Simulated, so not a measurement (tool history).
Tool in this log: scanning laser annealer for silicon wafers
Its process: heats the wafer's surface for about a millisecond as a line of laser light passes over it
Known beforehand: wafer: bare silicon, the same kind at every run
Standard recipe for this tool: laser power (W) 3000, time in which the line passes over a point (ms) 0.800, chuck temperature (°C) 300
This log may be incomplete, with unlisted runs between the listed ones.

| run | hour | laser power (W) | time in which the line passes over a point (ms) | chuck temperature (°C) | highest temperature of the surface (°C) |
|---|---|---|---|---|---|
| 1 | 0.0 | 3000 | 0.800 | 300 | 986 |
| 2 | 40.4 | 3000 | 0.800 | 300 | 980 |
|  | 52.5 | window over the wafer cleaned |
| 3 | 100.6 | 3000 | 0.800 | 300 | 1024 |
| 4 | 131.5 | 2628 | 0.800 | 300 | 934 |
| 5 | 161.4 | 3000 | 0.800 | 300 | 1022 |
| 6 | 196.3 | 3000 | 0.800 | 300 | 1020 |
| 7 | 229.2 | 3000 | 0.668 | 300 | 948 |
| 8 | 288.1 | 3000 | 0.691 | 300 | 956 |
| 9 | 334.6 | 2997 | 0.800 | 300 | 1009 |
| 10 | 392.1 | 2997 | 0.800 | 297 | 1004 |
| 11 | 433.0 | 2997 | 0.800 | 297 | 1006 |
| 12 | 499.2 | 2997 | 0.800 | 297 | 998 |
| 13 | 541.4 | 2997 | 0.800 | 297 | 1001 |
| 14 | 594.8 | 2997 | 0.800 | 297 | 996 |
| 15 | 647.5 | 3000 | 0.800 | 322 | 1018 |
| 16 | 677.2 | 3000 | 0.800 | 300 | 995 |
| 17 | 710.9 | 3000 | 0.800 | 300 | 998 |
| 18 | 767.8 | 3000 | 0.800 | 280 | 973 |
| 19 | 831.6 | 2726 | 0.800 | 300 | 927 |
| 20 | 859.9 | 2726 | 0.800 | 300 | 928 |
| 21 | 926.7 | 2726 | 0.800 | 300 | 924 |
|  | 940.1 | window over the wafer cleaned |
| 22 | 992.9 | 3000 | 0.873 | 289 | 1048 |
| 23 | 1020.7 | 3246 | 0.731 | 285 | 1023 |
| 24 | 1077.3 | 3246 | 0.731 | 285 | 1017 |
| 25 | 1113.7 | 3246 | 0.799 | 276 | 1048 |
| 26 | 1156.7 | 2554 | 0.713 | 278 | 850 |
| 27 | 1211.1 | 2743 | 0.946 | 283 | 1004 |
| 28 | 1238.9 | 3086 | 0.569 | 304 | 905 |
| 29 | 1272.2 | 2713 | 0.743 | 263 | 883 |
|  | 1281.0 | laser's power meter calibrated |
| 30 | 1319.9 | 3066 | 0.775 | 311 | 1025 |
| 31 | 1349.4 | 2582 | 0.730 | 274 | 858 |
| 32 | 1378.0 | 2582 | 0.730 | 274 | 855 |
| 33 | 1438.5 | 2582 | 0.730 | 274 | 857 |
| 34 | 1475.3 | 3000 | 0.617 | 317 | 922 |
| 35 | 1529.1 | 3000 | 0.617 | 317 | 922 |
|  | 1577.0 | laser's power meter calibrated, once more |
| 36 | 1577.0 | 3212 | 0.617 | 339 | 970 |
| 37 | 1628.6 | 3108 | 0.692 | 339 | 988 |
| 38 | 1674.6 | 3108 | 0.692 | 339 | 990 |
| 39 | 1719.1 | 3005 | 0.921 | 300 | 1037 |
| 40 | 1762.0 | 3128 | 0.921 | 299 | 1064 |
| 41 | 1817.7 | 3279 | 0.569 | 307 | 910 |

Predict each of these 3 candidate next runs independently; none follows another, all start after run 41:
|  | 1834.6 | window over the wafer cleaned |
| A | 1847.5 | 3278 | 0.587 | 285 | ? |
|  | 1834.6 | window over the wafer cleaned |
| B | 1847.5 | 3000 | 0.595 | 300 | ? |
|  | 1834.6 | window over the wafer cleaned |
| C | 1847.5 | 3069 | 0.847 | 334 | ? |

| run | highest temperature of the surface (°C) |
|---|---|
| A | 940 |
| B | 905 |
| C | 1089 |
Without the tool's unlogged condition, the same runs would have read:
| run | highest temperature of the surface (°C) |
|---|---|
| A | 944 |
| B | 909 |
| C | 1094 |
